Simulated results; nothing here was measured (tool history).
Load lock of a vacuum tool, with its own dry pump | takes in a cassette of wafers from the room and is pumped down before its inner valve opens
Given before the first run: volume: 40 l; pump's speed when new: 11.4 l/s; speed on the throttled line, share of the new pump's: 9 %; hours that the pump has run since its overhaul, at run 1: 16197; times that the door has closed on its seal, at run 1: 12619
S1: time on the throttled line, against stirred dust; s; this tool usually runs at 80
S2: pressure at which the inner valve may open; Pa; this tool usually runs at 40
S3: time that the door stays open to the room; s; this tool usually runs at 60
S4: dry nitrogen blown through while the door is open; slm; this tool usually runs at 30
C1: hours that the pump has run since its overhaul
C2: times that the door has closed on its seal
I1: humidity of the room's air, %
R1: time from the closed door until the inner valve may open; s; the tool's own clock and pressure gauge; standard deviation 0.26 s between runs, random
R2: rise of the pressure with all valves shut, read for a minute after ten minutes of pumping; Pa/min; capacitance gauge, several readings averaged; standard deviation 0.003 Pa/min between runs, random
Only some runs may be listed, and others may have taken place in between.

{"run": 1, "day": 0.0, "S1": 80, "S2": 40, "S3": 60, "S4": 30, "C1": 16197, "C2": 12619, "I1": 48.8, "R1": 100.8, "R2": 0.031}
{"run": 2, "day": 7.775, "S1": 80, "S2": 40, "S3": 60, "S4": 30, "C1": 16383, "C2": 12960, "I1": 42.1, "R1": 100.5, "R2": 0.037}
{"run": 3, "day": 15.017, "S1": 80, "S2": 40, "S3": 60, "S4": 30, "C1": 16557, "C2": 13277, "I1": 43.4, "R1": 100.8, "R2": 0.032}
{"run": 4, "day": 23.583, "S1": 80, "S2": 40, "S3": 60, "S4": 30, "C1": 16763, "C2": 13652, "I1": 45.5, "R1": 100.5, "R2": 0.033}
{"run": 5, "day": 29.417, "S1": 80, "S2": 46, "S3": 60, "S4": 30, "C1": 16903, "C2": 13907, "I1": 42.4, "R1": 100.0, "R2": 0.036}
{"run": 6, "day": 36.15, "S1": 80, "S2": 46, "S3": 60, "S4": 30, "C1": 17064, "C2": 14202, "I1": 42.6, "R1": 100.0, "R2": 0.035}
{"run": 7, "day": 41.733, "S1": 80, "S2": 28, "S3": 60, "S4": 30, "C1": 17198, "C2": 14447, "I1": 44.8, "R1": 101.7, "R2": 0.033}
{"run": 8, "day": 47.858, "S1": 80, "S2": 40, "S3": 60, "S4": 6, "C1": 17345, "C2": 14715, "I1": 46.1, "R1": 100.4, "R2": 0.063}
{"run": 9, "day": 53.738, "S1": 80, "S2": 40, "S3": 60, "S4": 6, "C1": 17486, "C2": 14972, "I1": 44.9, "R1": 100.8, "R2": 0.059}
{"run": 10, "day": 58.462, "S1": 80, "S2": 40, "S3": 60, "S4": 6, "C1": 17600, "C2": 15179, "I1": 41.1, "R1": 100.7, "R2": 0.059}
{"run": 11, "day": 64.6, "S1": 80, "S2": 40, "S3": 60, "S4": 6, "C1": 17747, "C2": 15448, "I1": 45.9, "R1": 100.5, "R2": 0.062}
{"run": 12, "day": 73.129, "S1": 80, "S2": 40, "S3": 60, "S4": 6, "C1": 17952, "C2": 15821, "I1": 46.2, "R1": 101.0, "R2": 0.067}
{"run": 13, "day": 80.938, "S1": 80, "S2": 40, "S3": 60, "S4": 30, "C1": 18139, "C2": 16163, "I1": 39.4, "R1": 100.2, "R2": 0.023}
{"run": 14, "day": 87.883, "S1": 80, "S2": 40, "S3": 60, "S4": 30, "C1": 18306, "C2": 16467, "I1": 47.1, "R1": 100.6, "R2": 0.037}
{"run": 15, "day": 91.983, "S1": 80, "S2": 40, "S3": 60, "S4": 18, "C1": 18404, "C2": 16647, "I1": 50.3, "R1": 100.6, "R2": 0.051}
{"run": 16, "day": 97.825, "S1": 80, "S2": 40, "S3": 60, "S4": 30, "C1": 18544, "C2": 16903, "I1": 48.3, "R1": 100.5, "R2": 0.039}
{"run": 17, "day": 104.808, "S1": 80, "S2": 40, "S3": 60, "S4": 31, "C1": 18712, "C2": 17209, "I1": 45.5, "R1": 100.6, "R2": 0.033}
{"run": 18, "day": 112.571, "S1": 80, "S2": 40, "S3": 60, "S4": 31, "C1": 18898, "C2": 17548, "I1": 46.0, "R1": 100.9, "R2": 0.034}
{"run": 19, "day": 118.879, "S1": 80, "S2": 40, "S3": 60, "S4": 31, "C1": 19050, "C2": 17824, "I1": 45.2, "R1": 100.2, "R2": 0.039}
{"run": 20, "day": 122.654, "S1": 80, "S2": 40, "S3": 60, "S4": 31, "C1": 19140, "C2": 17990, "I1": 45.7, "R1": 100.6, "R2": 0.04}
{"run": 21, "day": 127.675, "S1": 130, "S2": 45, "S3": 116, "S4": 12, "C1": 19261, "C2": 18210, "I1": 46.9, "R1": 145.5, "R2": 0.071}
{"run": 22, "day": 135.412, "S1": 130, "S2": 45, "S3": 116, "S4": 12, "C1": 19446, "C2": 18549, "I1": 41.2, "R1": 145.6, "R2": 0.058}
{"run": 23, "day": 141.667, "S1": 92, "S2": 28, "S3": 116, "S4": 12, "C1": 19596, "C2": 18822, "I1": 46.1, "R1": 112.5, "R2": 0.066}
{"run": 24, "day": 145.496, "S1": 92, "S2": 28, "S3": 116, "S4": 12, "C1": 19688, "C2": 18990, "I1": 43.0, "R1": 112.6, "R2": 0.061}
{"run": 25, "day": 152.788, "S1": 92, "S2": 28, "S3": 116, "S4": 12, "C1": 19863, "C2": 19309, "I1": 46.8, "R1": 112.8, "R2": 0.071}
{"day": 161.429, "done": "dry pump taken out, an overhauled one fitted"}
{"run": 26, "day": 161.525, "S1": 69, "S2": 67, "S3": 50, "S4": 5, "C1": 2, "C2": 19681, "I1": 44.3, "R1": 88.6, "R2": 0.066}
{"run": 27, "day": 168.988, "S1": 80, "S2": 32, "S3": 45, "S4": 30, "C1": 181, "C2": 20008, "I1": 42.6, "R1": 101.1, "R2": 0.029}
{"run": 28, "day": 172.592, "S1": 80, "S2": 40, "S3": 46, "S4": 8, "C1": 268, "C2": 20165, "I1": 40.9, "R1": 100.9, "R2": 0.046}
{"run": 29, "day": 179.767, "S1": 141, "S2": 74, "S3": 176, "S4": 5, "C1": 440, "C2": 20480, "I1": 45.2, "R1": 153.6, "R2": 0.101}
{"run": 30, "day": 184.108, "S1": 99, "S2": 41, "S3": 60, "S4": 5, "C1": 544, "C2": 20670, "I1": 47.4, "R1": 118.1, "R2": 0.07}
{"run": 31, "day": 190.292, "S1": 99, "S2": 41, "S3": 60, "S4": 5, "C1": 693, "C2": 20941, "I1": 45.5, "R1": 117.8, "R2": 0.062}
{"run": 32, "day": 198.317, "S1": 78, "S2": 40, "S3": 60, "S4": 30, "C1": 885, "C2": 21292, "I1": 44.9, "R1": 98.6, "R2": 0.027}
{"run": 33, "day": 203.158, "S1": 67, "S2": 40, "S3": 26, "S4": 23, "C1": 1002, "C2": 21504, "I1": 44.9, "R1": 89.1, "R2": 0.03}
{"run": 34, "day": 211.154, "S1": 67, "S2": 40, "S3": 26, "S4": 23, "C1": 1193, "C2": 21854, "I1": 43.8, "R1": 88.9, "R2": 0.027}
{"run": 35, "day": 219.571, "S1": 67, "S2": 40, "S3": 26, "S4": 23, "C1": 1395, "C2": 22222, "I1": 44.4, "R1": 89.2, "R2": 0.029}
{"run": 36, "day": 225.217, "S1": 67, "S2": 40, "S3": 26, "S4": 23, "C1": 1531, "C2": 22470, "I1": 47.4, "R1": 88.6, "R2": 0.032}

Below are 5 alternative next runs, each starting from the tool's condition after run 36. Predict each:
{"run": "A", "day": 228.704, "S1": 129, "S2": 40, "S3": 60, "S4": 30, "C1": 1615, "C2": 22622, "I1": 44.1, "R1": "?", "R2": "?"}
{"run": "B", "day": 228.704, "S1": 80, "S2": 40, "S3": 70, "S4": 30, "C1": 1615, "C2": 22622, "I1": 42.9, "R1": "?", "R2": "?"}
{"run": "C", "day": 228.704, "S1": 154, "S2": 40, "S3": 25, "S4": 30, "C1": 1615, "C2": 22622, "I1": 47.5, "R1": "?", "R2": "?"}
{"run": "D", "day": 228.704, "S1": 67, "S2": 61, "S3": 26, "S4": 23, "C1": 1615, "C2": 22622, "I1": 44.4, "R1": "?", "R2": "?"}
{"run": "E", "day": 228.704, "S1": 67, "S2": 44, "S3": 204, "S4": 4, "C1": 1615, "C2": 22622, "I1": 46.8, "R1": "?", "R2": "?"}

run=A R1=145.6 R2=0.032
run=B R1=100.6 R2=0.035
run=C R1=168.1 R2=0.028
run=D R1=87.4 R2=0.025
run=E R1=88.1 R2=0.108
Without the tool's unlogged condition, the same runs would have read:
run=A R1=145.6 R2=0.032
run=B R1=100.6 R2=0.035
run=C R1=168.1 R2=0.028
run=D R1=87.4 R2=0.025
run=E R1=88.1 R2=0.108

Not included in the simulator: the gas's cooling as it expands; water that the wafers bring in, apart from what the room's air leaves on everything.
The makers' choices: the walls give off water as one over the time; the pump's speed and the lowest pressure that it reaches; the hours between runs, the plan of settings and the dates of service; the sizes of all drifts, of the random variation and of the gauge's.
